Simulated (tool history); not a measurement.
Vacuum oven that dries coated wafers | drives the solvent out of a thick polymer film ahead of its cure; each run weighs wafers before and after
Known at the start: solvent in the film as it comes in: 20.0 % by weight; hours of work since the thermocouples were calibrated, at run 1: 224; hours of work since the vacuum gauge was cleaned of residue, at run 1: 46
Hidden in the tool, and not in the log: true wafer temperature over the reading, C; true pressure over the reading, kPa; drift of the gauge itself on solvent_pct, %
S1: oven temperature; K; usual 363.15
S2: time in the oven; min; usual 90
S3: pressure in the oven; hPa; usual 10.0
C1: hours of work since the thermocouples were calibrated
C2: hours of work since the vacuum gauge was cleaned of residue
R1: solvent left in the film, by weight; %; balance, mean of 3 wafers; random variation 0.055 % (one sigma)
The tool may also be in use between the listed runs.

run	day	S1	S2	S3	C1	C2	R1
1	0.000	363.15	90	10.0	224	46	3.36
2	1.704	363.15	48	10.0	252	74	6.93
3	3.471	363.15	48	10.0	281	103	6.80
4	5.275	363.15	151	10.0	310	132	1.53
5	7.221	363.15	151	10.0	342	164	1.53
6	8.700	363.15	151	10.0	366	189	1.53
7	10.150	371.15	151	10.0	390	212	0.78
8	12.179	371.15	151	10.0	423	246	0.68
9	13.300	371.15	151	10.0	442	264	0.79
10	15.092	360.15	134	7.1	471	293	2.48
11	17.017	353.15	158	7.1	502	325	3.73
12	17.967	358.15	62	8.6	518	340	7.28
13	19.133	363.15	59	33.4	537	359	7.10

The same runs without the tool's hidden state, with the same run-to-run variation:
run	R1
1	3.21
2	6.73
3	6.58
4	1.41
5	1.39
6	1.38
7	0.71
8	0.60
9	0.71
10	2.18
11	3.32
12	6.82
13	6.62
